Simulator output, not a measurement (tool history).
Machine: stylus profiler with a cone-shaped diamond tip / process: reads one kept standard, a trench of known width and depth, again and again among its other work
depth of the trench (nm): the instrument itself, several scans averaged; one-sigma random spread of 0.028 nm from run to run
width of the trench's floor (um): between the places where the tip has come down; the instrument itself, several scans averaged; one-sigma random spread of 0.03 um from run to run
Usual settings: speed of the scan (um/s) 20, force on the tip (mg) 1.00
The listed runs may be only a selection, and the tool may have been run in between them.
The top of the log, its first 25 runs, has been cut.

run   hour  speed of the scan (um/s)  force on the tip (mg)  scans with this tip  hours of work since the height scale was calibrated  depth of the trench (nm)  width of the trench's floor (um)
 26  479.5                        52                   0.81                 6958                                                  626                    100.11                             47.79
 27  502.7                        52                   0.81                 7140                                                  643                    100.06                             47.90
 28  520.0                        18                   1.00                 7276                                                  655                    100.10                             48.13
 29  536.9                        18                   1.00                 7409                                                  667                    100.12                             48.06
 30  549.6                        47                   0.33                 7509                                                  676                     99.97                             47.68
 31  565.1                        47                   0.33                 7631                                                  687                     99.96                             47.73
 32  591.2                         9                   1.33                 7836                                                  705                    100.17                             48.08
 33  618.6                         9                   1.93                 8052                                                  725                    100.36                             48.09
 34  636.2                         7                   0.75                 8189                                                  737                    100.02                             48.13
 35  659.5                        53                   1.60                 8373                                                  754                    100.23                             47.85
 36  676.8                        48                   1.14                 8509                                                  766                    100.14                             47.87
 37  697.5                        28                   1.00                 8672                                                  780                    100.03                             47.94
 38  716.8                        20                   1.41                 8823                                                  794                    100.15                             48.01
 39  729.6                         5                   0.81                 8924                                                  803                    100.04                             48.06
 40  752.2                         5                   0.81                 9102                                                  819                    100.07                             48.06
 41  771.3                         5                   0.81                 9252                                                  833                     99.99                             48.03
 42  789.6                         5                   0.81                 9396                                                  846                    100.02                             48.01
 43  801.4                        10                   0.78                 9489                                                  854                     99.93                             47.97
 44  816.1                        10                   0.78                 9604                                                  864                     99.97                             47.99
 45  840.7                         6                   2.98                 9798                                                  882                    100.37                             48.03
 46  864.1                        55                   2.20                 9982                                                  898                    100.25                             47.77

5 options for the next run, each taken on its own from the tool as it stands now. Forecast them:
  A  877.6                        46                   1.55                10088                                                  908                         ?                                 ?
  B  877.6                        55                   1.96                10088                                                  908                         ?                                 ?
  C  877.6                        36                   2.01                10088                                                  908                         ?                                 ?
  D  877.6                        20                   2.62                10088                                                  908                         ?                                 ?
  E  877.6                        19                   2.45                10088                                                  908                         ?                                 ?

run  depth of the trench (nm)  width of the trench's floor (um)
  A                    100.14                             47.88
  B                    100.23                             47.79
  C                    100.21                             47.87
  D                    100.29                             48.01
  E                    100.29                             47.97
Without the tool's hidden state the same runs would have given:
run  depth of the trench (nm)  width of the trench's floor (um)
  A                    100.46                             48.44
  B                    100.55                             48.36
  C                    100.53                             48.44
  D                    100.62                             48.57
  E                    100.62                             48.54
